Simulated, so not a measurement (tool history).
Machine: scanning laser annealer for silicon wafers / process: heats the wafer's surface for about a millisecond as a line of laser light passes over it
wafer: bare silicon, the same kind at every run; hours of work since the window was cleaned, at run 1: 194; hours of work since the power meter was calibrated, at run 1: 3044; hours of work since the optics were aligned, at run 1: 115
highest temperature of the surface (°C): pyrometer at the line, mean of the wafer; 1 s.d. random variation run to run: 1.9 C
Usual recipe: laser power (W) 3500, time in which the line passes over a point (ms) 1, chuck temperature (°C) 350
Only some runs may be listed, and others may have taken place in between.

| run | day | laser power (W) | time in which the line passes over a point (ms) | chuck temperature (°C) | hours of work since the window was cleaned | hours of work since the power meter was calibrated | hours of work since the optics were aligned | highest temperature of the surface (°C) |
|---|---|---|---|---|---|---|---|---|
| 1 | 0 | 3500 | 1 | 350 | 194 | 3044 | 115 | 1063 |
| 2 | 2.792 | 3500 | 1 | 336 | 246 | 3096 | 167 | 1046 |
| 3 | 5.888 | 3500 | 1 | 336 | 304 | 3154 | 225 | 1038 |
|  | 7.712 | window over the wafer cleaned |
| 4 | 8.942 | 3500 | 1 | 336 | 23 | 3210 | 280 | 1023 |
| 5 | 12.975 | 3534 | 1 | 350 | 98 | 3285 | 356 | 1035 |
| 6 | 17.3 | 3534 | 1 | 350 | 179 | 3365 | 436 | 1030 |
| 7 | 19.546 | 3534 | 1 | 350 | 221 | 3407 | 478 | 1028 |
| 8 | 22.967 | 3534 | 0.71 | 350 | 284 | 3471 | 542 | 918 |
|  | 25.858 | window over the wafer cleaned |
| 9 | 26.408 | 3045 | 1 | 350 | 10 | 3534 | 604 | 964 |
| 10 | 30.458 | 3045 | 1 | 350 | 86 | 3609 | 680 | 961 |
|  | 32.371 | window over the wafer cleaned, once more |
| 11 | 33.221 | 3045 | 1 | 350 | 16 | 3659 | 730 | 962 |
| 12 | 36.567 | 3045 | 1 | 350 | 78 | 3721 | 792 | 962 |
| 13 | 40.808 | 3500 | 0.96 | 350 | 157 | 3800 | 871 | 1046 |
| 14 | 43.483 | 3500 | 1 | 318 | 207 | 3850 | 921 | 1018 |
|  | 45.208 | optics aligned, line set to its width |
| 15 | 47.446 | 3500 | 1 | 350 | 277 | 3920 | 42 | 1057 |
|  | 50.754 | window over the wafer cleaned |
| 16 | 50.921 | 3500 | 0.99 | 350 | 3 | 3983 | 105 | 1076 |
| 17 | 53.417 | 3500 | 0.99 | 350 | 50 | 4030 | 151 | 1070 |
| 18 | 57.7 | 3500 | 0.99 | 350 | 130 | 4110 | 231 | 1057 |
| 19 | 59.625 | 3500 | 1 | 350 | 165 | 4146 | 267 | 1064 |
| 20 | 63.183 | 3313 | 1 | 350 | 232 | 4212 | 333 | 1012 |
| 21 | 66.367 | 3580 | 0.86 | 350 | 291 | 4271 | 393 | 1019 |
|  | 68.821 | window over the wafer cleaned |
| 22 | 68.821 | 3500 | 0.99 | 355 | 0 | 4316 | 437 | 1074 |
| 23 | 70.8 | 3500 | 0.99 | 355 | 37 | 4352 | 474 | 1071 |
| 24 | 73.321 | 3396 | 0.71 | 362 | 84 | 4399 | 521 | 950 |
| 25 | 77.054 | 3396 | 0.71 | 362 | 154 | 4469 | 590 | 947 |
| 26 | 79.208 | 3643 | 0.95 | 357 | 194 | 4509 | 631 | 1073 |
| 27 | 81.529 | 3841 | 0.9 | 350 | 237 | 4552 | 674 | 1090 |
| 28 | 84.367 | 3533 | 1.22 | 370 | 290 | 4605 | 727 | 1143 |
|  | 86.879 | window over the wafer cleaned |
| 29 | 87.071 | 3743 | 0.9 | 371 | 4 | 4654 | 776 | 1106 |
| 30 | 90.708 | 3424 | 1 | 379 | 71 | 4722 | 843 | 1072 |
| 31 | 93.188 | 3720 | 1.01 | 368 | 118 | 4768 | 890 | 1132 |
|  | 95.983 | laser's power meter calibrated |
| 32 | 95.983 | 3500 | 1.04 | 372 | 167 | 0 | 939 | 1103 |
|  | 96.933 | optics aligned, line set to its width |
| 33 | 98.25 | 3054 | 1.13 | 350 | 206 | 38 | 25 | 1013 |
| 34 | 100.429 | 3054 | 1.13 | 350 | 246 | 79 | 65 | 1009 |
| 35 | 104.462 | 3422 | 1.1 | 329 | 322 | 154 | 140 | 1059 |
|  | 105.504 | window over the wafer cleaned |
| 36 | 107.333 | 3072 | 1 | 384 | 34 | 206 | 192 | 1019 |
| 37 | 109.538 | 3072 | 1 | 384 | 75 | 247 | 233 | 1019 |
| 38 | 112.396 | 3472 | 0.95 | 367 | 129 | 300 | 287 | 1074 |
| 39 | 114.725 | 3472 | 0.95 | 367 | 172 | 344 | 330 | 1070 |
| 40 | 116.717 | 3500 | 1.05 | 349 | 209 | 381 | 367 | 1091 |

Here are 3 independent what-if runs from the current tool condition. What would each one return?
| A | 119.375 | 3342 | 1.05 | 337 | 259 | 431 | 417 | ? |
| B | 119.375 | 3464 | 1.07 | 365 | 259 | 431 | 417 | ? |
| C | 119.375 | 3500 | 0.7 | 332 | 259 | 431 | 417 | ? |

| run | highest temperature of the surface (°C) |
|---|---|
| A | 1034 |
| B | 1096 |
| C | 938 |
Without the tool's unlogged condition, the same runs would have read:
| run | highest temperature of the surface (°C) |
|---|---|
| A | 1063 |
| B | 1126 |
| C | 963 |
